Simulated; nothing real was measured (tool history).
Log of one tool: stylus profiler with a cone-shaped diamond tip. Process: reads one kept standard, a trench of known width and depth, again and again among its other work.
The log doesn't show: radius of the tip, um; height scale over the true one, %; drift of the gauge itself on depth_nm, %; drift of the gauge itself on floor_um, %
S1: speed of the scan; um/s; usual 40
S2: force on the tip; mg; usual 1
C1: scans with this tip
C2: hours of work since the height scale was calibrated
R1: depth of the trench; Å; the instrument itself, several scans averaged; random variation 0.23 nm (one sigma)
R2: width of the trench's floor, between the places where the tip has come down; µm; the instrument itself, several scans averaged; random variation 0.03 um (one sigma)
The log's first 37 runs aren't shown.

run	day	S1	S2	C1	C2	R1	R2
38	82.55	30	0.35	13376	1647	10104.4	25.74
39	85.796	47	2.03	13753	1693	10206.3	25.74
40	88.883	40	0.7	14113	1738	10136	25.66
41	91.304	21	0.7	14394	1772	10131.9	25.77
42	93.517	20	0.66	14651	1804	10132.2	25.77
43	96.592	23	0.66	15009	1848	10130.9	25.68
# day 98.112: height scale calibrated on a step standard
44	99.492	23	0.66	15344	20	10078.4	25.67
45	101.271	23	0.66	15551	45	10075.4	25.73

Forecast each of these 4 alternatives for the next run:
A	102.633	55	0.55	15709	65	?	?
B	102.633	23	1.6	15709	65	?	?
C	102.633	17	0.66	15709	65	?	?
D	102.633	26	2.27	15709	65	?	?

run	R1	R2
A	10068.6	25.49
B	10135.9	25.71
C	10080.2	25.73
D	10170.8	25.72
Without the tool's hidden state the same runs would have given:
run	R1	R2
A	10063.6	26.22
B	10130.8	26.44
C	10075.2	26.46
D	10165.8	26.45

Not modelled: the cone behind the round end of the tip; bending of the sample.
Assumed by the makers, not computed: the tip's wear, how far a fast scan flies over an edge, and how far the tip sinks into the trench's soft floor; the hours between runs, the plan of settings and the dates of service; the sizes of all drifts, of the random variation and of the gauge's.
